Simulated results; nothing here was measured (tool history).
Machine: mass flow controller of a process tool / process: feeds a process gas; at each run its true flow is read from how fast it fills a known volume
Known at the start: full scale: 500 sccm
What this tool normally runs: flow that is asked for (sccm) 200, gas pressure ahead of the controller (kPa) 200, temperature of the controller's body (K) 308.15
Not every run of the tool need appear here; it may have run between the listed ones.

run,day,flow that is asked for (sccm),gas pressure ahead of the controller (kPa),temperature of the controller's body (K),true flow (%)
1,0,200,200,308.15,100.09
2,20.242,200,200,308.15,100.2
3,40.442,200,200,308.15,100.19
4,54.454,200,200,308.15,100.26
5,63.754,200,200,308.15,100.21
6,76.158,200,200,308.15,100.1
7,88.521,200,200,295.15,99.65
8,107.142,200,200,295.15,99.71
9,117.467,442,200,308.15,100.35

Expected results for the next run?
10,131.354,200,159,312.15,?

Run 10 measured true flow (%) 100.27.
If the tool had no hidden condition, the same run with the same run-to-run variation would have returned true flow (%) 100.29.
